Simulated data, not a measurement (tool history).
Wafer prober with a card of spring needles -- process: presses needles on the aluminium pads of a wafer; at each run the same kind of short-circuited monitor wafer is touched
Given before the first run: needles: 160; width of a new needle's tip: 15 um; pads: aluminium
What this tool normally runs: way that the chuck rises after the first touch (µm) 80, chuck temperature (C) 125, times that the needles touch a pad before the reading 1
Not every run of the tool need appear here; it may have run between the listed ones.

run     day  way that the chuck rises after the first touch (µm)  chuck temperature (C)  times that the needles touch a pad before the reading  resistance of one needle with its contact and lead (mohm)  way that a needle slides on the pad (µm)
  1       0                                                   80                    125                                                      1                                                        300                                     18.95
      0.683  -- tips cleaned on abrasive film
      1.538  -- tips cleaned on abrasive film
      2.221  -- tips cleaned on abrasive film
  2   2.796                                                   63                    125                                                      1                                                        353                                     14.87
      2.971  -- tips cleaned on abrasive film
      3.825  -- tips cleaned on abrasive film
      4.508  -- tips cleaned on abrasive film
  3   4.862                                                   63                    125                                                      1                                                        343                                     14.82
      5.208  -- tips cleaned on abrasive film
      6.062  -- tips cleaned on abrasive film
      6.912  -- tips cleaned on abrasive film
       7.25  -- height of the first contact set anew
      7.767  -- tips cleaned on abrasive film
       8.45  -- tips cleaned on abrasive film
  4   8.721                                                   80                    125                                                      1                                                        314                                     18.96
      9.233  -- tips cleaned on abrasive film
     10.088  -- tips cleaned on abrasive film
     10.942  -- tips cleaned on abrasive film
      11.65  -- tips cleaned on abrasive film
  5   11.65                                                   80                     49                                                      1                                                        268                                     18.91
     12.504  -- tips cleaned on abrasive film
       13.3  -- tips cleaned on abrasive film
  6    13.3                                                   80                     49                                                      1                                                        264                                     18.88
     14.154  -- tips cleaned on abrasive film
     15.008  -- tips cleaned on abrasive film
       15.7  -- tips cleaned on abrasive film
  7    15.7                                                   80                     42                                                      1                                                        265                                     18.84
     16.538  -- tips cleaned on abrasive film
     16.721  -- height of the first contact set anew
     17.404  -- tips cleaned on abrasive film
     18.258  -- tips cleaned on abrasive film
  8  18.562                                                   80                     42                                                      1                                                        300                                     18.94
     19.079  -- tips cleaned on abrasive film
     19.933  -- tips cleaned on abrasive film
     20.617  -- tips cleaned on abrasive film
     21.338  -- tips cleaned on abrasive film
  9  21.338                                                   80                     42                                                      1                                                        265                                      18.9
     22.021  -- tips cleaned on abrasive film
     22.854  -- tips cleaned on abrasive film
     23.708  -- tips cleaned on abrasive film
     24.558  -- tips cleaned on abrasive film
 10  25.071                                                   80                     42                                                      1                                                        303                                     18.84
     25.246  -- tips cleaned on abrasive film
       26.1  -- tips cleaned on abrasive film
     26.283  -- height of the first contact set anew
 11  26.658                                                   80                     42                                                      1                                                        312                                        19
     26.829  -- tips cleaned on abrasive film
     27.683  -- tips cleaned on abrasive film
     28.538  -- tips cleaned on abrasive film
     29.388  -- tips cleaned on abrasive film
 12  29.521                                                   80                    125                                                      1                                                        304                                     18.94
     30.204  -- tips cleaned on abrasive film
     31.054  -- tips cleaned on abrasive film
     31.908  -- tips cleaned on abrasive film
 13  32.146                                                   80                    125                                                      1                                                        312                                     18.86
     32.658  -- tips cleaned on abrasive film
     33.342  -- tips cleaned on abrasive film
 14  33.988                                                   63                     39                                                      1                                                        340                                      14.8
     34.162  -- tips cleaned on abrasive film
     35.017  -- tips cleaned on abrasive film
       35.7  -- tips cleaned on abrasive film
     35.712  -- height of the first contact set anew
      36.45  -- tips cleaned on abrasive film
 15   36.45                                                   63                     39                                                      1                                                        273                                     14.92
     37.304  -- tips cleaned on abrasive film
     38.158  -- tips cleaned on abrasive film
 16  38.588                                                   63                     39                                                      1                                                        323                                     14.89
     38.929  -- tips cleaned on abrasive film
     39.783  -- tips cleaned on abrasive film
     40.638  -- tips cleaned on abrasive film
 17  40.733                                                   63                     75                                                      2                                                        303                                     14.85
     41.417  -- tips cleaned on abrasive film
     42.262  -- tips cleaned on abrasive film
     43.108  -- tips cleaned on abrasive film
     43.904  -- tips cleaned on abrasive film
 18  43.904                                                   61                     88                                                      3                                                        292                                     14.32
     44.758  -- tips cleaned on abrasive film
     45.279  -- height of the first contact set anew
     45.612  -- tips cleaned on abrasive film
     46.296  -- tips cleaned on abrasive film
     47.079  -- tips cleaned on abrasive film
 19  47.079                                                   95                    125                                                      3                                                        289                                     22.48
     47.767  -- tips cleaned on abrasive film
     48.608  -- tips cleaned on abrasive film
     49.462  -- tips cleaned on abrasive film
 20   49.85                                                   89                     29                                                      2                                                        280                                     21.06
     50.196  -- tips cleaned on abrasive film
     51.033  -- tips cleaned on abrasive film
     51.888  -- tips cleaned on abrasive film
     52.742  -- tips cleaned on abrasive film
 21   53.25                                                   89                     29                                                      2                                                        281                                     20.97
     53.592  -- tips cleaned on abrasive film
     54.279  -- tips cleaned on abrasive film
       54.8  -- height of the first contact set anew
 22  54.833                                                   89                     40                                                      1                                                        297                                     21.13
     55.008  -- tips cleaned on abrasive film
     55.862  -- tips cleaned on abrasive film
     56.717  -- tips cleaned on abrasive film
 23  57.029                                                   63                    113                                                      2                                                        327                                     14.91
     57.542  -- tips cleaned on abrasive film
     58.375  -- tips cleaned on abrasive film
     59.229  -- tips cleaned on abrasive film
     59.946  -- tips cleaned on abrasive film
 24  59.946                                                   63                    113                                                      2                                                        297                                     14.85
       60.8  -- tips cleaned on abrasive film
     61.654  -- tips cleaned on abrasive film
     62.338  -- tips cleaned on abrasive film
     63.192  -- tips cleaned on abrasive film
 25  63.396                                                   63                    113                                                      2                                                        313                                     14.79
     63.908  -- tips cleaned on abrasive film
     64.262  -- height of the first contact set anew
     64.604  -- tips cleaned on abrasive film
     65.458  -- tips cleaned on abrasive film
 26  65.667                                                   97                     39                                                      3                                                        269                                     22.98

Branching from run 26: 3 alternative next runs. What would each branch give?
     66.179  -- tips cleaned on abrasive film
     67.033  -- tips cleaned on abrasive film
  A  67.496                                                   77                     39                                                      3                                                          ?                                         ?
     66.179  -- tips cleaned on abrasive film
     67.033  -- tips cleaned on abrasive film
  B  67.496                                                   80                     52                                                      1                                                          ?                                         ?
     66.179  -- tips cleaned on abrasive film
     67.033  -- tips cleaned on abrasive film
  C  67.496                                                   91                     67                                                      1                                                          ?                                         ?

run  resistance of one needle with its contact and lead (mohm)  way that a needle slides on the pad (µm)
  A                                                        279                                     18.22
  B                                                        313                                     18.94
  C                                                        302                                     21.55
Take away the tool's hidden state, keep each run's random variation, and the runs would have read:
run  resistance of one needle with its contact and lead (mohm)  way that a needle slides on the pad (µm)
  A                                                        258                                     18.27
  B                                                        265                                     18.99
  C                                                        264                                      21.6
